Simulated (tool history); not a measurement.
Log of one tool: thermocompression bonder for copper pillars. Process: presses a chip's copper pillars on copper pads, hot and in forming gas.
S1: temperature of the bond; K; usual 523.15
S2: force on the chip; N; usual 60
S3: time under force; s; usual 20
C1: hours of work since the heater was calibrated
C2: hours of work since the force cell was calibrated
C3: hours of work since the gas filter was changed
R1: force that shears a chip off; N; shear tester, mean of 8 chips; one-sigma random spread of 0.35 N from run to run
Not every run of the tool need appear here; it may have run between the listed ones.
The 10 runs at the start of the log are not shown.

run,hour,S1,S2,S3,C1,C2,C3,R1
11,279.3,523.15,60,20,618,640,196,84.8
12,312.8,523.15,60,20,635,657,213,83.9
13,346.7,523.15,60,20,653,674,231,84.5
14,383.8,523.15,60,20,672,693,250,83.9
15,408.1,549.15,60,20,684,706,262,108.8
# hour 411.2: forming gas filter changed
16,439.1,549.15,60,20,700,721,14,111.4
# hour 444.8: force cell calibrated
17,459.5,523.15,60,20,710,8,24,84.3
18,492.3,516.15,43,17,726,24,41,62.0
19,521.4,547.15,68,12,741,39,56,99.2
20,558.5,523.15,69,20,760,58,75,88.5
21,590.5,515.15,64,31,777,75,91,88.4
22,635.5,515.15,64,31,800,98,114,88.8
23,662.4,535.15,80,38,813,111,128,119.1
24,707.8,535.15,80,38,837,135,151,118.6
25,750.7,535.15,80,38,859,157,173,119.3

For run 26, what comes out?
26,782.8,523.15,39,20,875,173,190,?

For run 26 the tool returned R1 67.8 N.
The same run, on a tool lacking any hidden state, would have yielded R1 71.8 N.
